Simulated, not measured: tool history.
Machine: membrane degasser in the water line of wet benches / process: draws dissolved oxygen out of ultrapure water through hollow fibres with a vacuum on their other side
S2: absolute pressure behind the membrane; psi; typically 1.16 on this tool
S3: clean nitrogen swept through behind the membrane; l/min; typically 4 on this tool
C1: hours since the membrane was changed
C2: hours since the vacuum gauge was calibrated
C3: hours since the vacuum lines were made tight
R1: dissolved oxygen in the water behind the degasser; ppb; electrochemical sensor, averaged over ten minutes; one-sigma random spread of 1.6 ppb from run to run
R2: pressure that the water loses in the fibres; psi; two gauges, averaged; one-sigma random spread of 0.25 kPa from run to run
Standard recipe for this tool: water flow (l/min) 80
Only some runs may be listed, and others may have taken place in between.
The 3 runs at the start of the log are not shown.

{"run": 4, "hour": 109.2, "water flow (l/min)": 80, "S2": 1.16, "S3": 6.61, "C1": 350, "C2": 3199, "C3": 6356, "R1": 141.7, "R2": 9.95}
{"run": 5, "hour": 152.2, "water flow (l/min)": 65, "S2": 1.16, "S3": 4, "C1": 393, "C2": 3242, "C3": 6399, "R1": 181.2, "R2": 8.092}
{"run": 6, "hour": 181.8, "water flow (l/min)": 80, "S2": 1.16, "S3": 4, "C1": 423, "C2": 3272, "C3": 6429, "R1": 216.9, "R2": 9.96}
{"run": 7, "hour": 235.0, "water flow (l/min)": 80, "S2": 1.16, "S3": 6.76, "C1": 476, "C2": 3325, "C3": 6482, "R1": 138.2, "R2": 9.996}
{"run": 8, "hour": 276.1, "water flow (l/min)": 93, "S2": 1.16, "S3": 6.76, "C1": 517, "C2": 3366, "C3": 6523, "R1": 163.2, "R2": 11.587}
{"run": 9, "hour": 301.1, "water flow (l/min)": 93, "S2": 0.924, "S3": 6.76, "C1": 542, "C2": 3391, "C3": 6548, "R1": 113.8, "R2": 11.618}
{"run": 10, "hour": 325.1, "water flow (l/min)": 93, "S2": 0.924, "S3": 6.76, "C1": 566, "C2": 3415, "C3": 6572, "R1": 113.9, "R2": 11.626}
{"run": 11, "hour": 358.9, "water flow (l/min)": 93, "S2": 0.924, "S3": 6.76, "C1": 600, "C2": 3449, "C3": 6606, "R1": 113.2, "R2": 11.571}
{"run": 12, "hour": 382.4, "water flow (l/min)": 95, "S2": 1.16, "S3": 4, "C1": 623, "C2": 3473, "C3": 6629, "R1": 264.5, "R2": 11.808}
{"run": 13, "hour": 404.9, "water flow (l/min)": 95, "S2": 1.16, "S3": 4, "C1": 646, "C2": 3495, "C3": 6652, "R1": 257.1, "R2": 11.866}
{"run": 14, "hour": 456.1, "water flow (l/min)": 95, "S2": 1.16, "S3": 4, "C1": 697, "C2": 3546, "C3": 6703, "R1": 262.1, "R2": 11.881}
{"run": 15, "hour": 478.7, "water flow (l/min)": 95, "S2": 1.16, "S3": 4, "C1": 719, "C2": 3569, "C3": 6725, "R1": 259.9, "R2": 11.88}
{"run": 16, "hour": 509.3, "water flow (l/min)": 95, "S2": 1.16, "S3": 4, "C1": 750, "C2": 3600, "C3": 6756, "R1": 258.5, "R2": 11.816}

Predict the results of run 17:
{"run": 17, "hour": 546.1, "water flow (l/min)": 95, "S2": 1.16, "S3": 4, "C1": 787, "C2": 3636, "C3": 6793, "R1": "?", "R2": "?"}

{"run 17": {"R1": 258.4, "R2": 11.838}}
Were there no unlogged condition in the tool, this run, its random variation unchanged, would have produced R1 251.3 ppb, R2 11.799 psi.

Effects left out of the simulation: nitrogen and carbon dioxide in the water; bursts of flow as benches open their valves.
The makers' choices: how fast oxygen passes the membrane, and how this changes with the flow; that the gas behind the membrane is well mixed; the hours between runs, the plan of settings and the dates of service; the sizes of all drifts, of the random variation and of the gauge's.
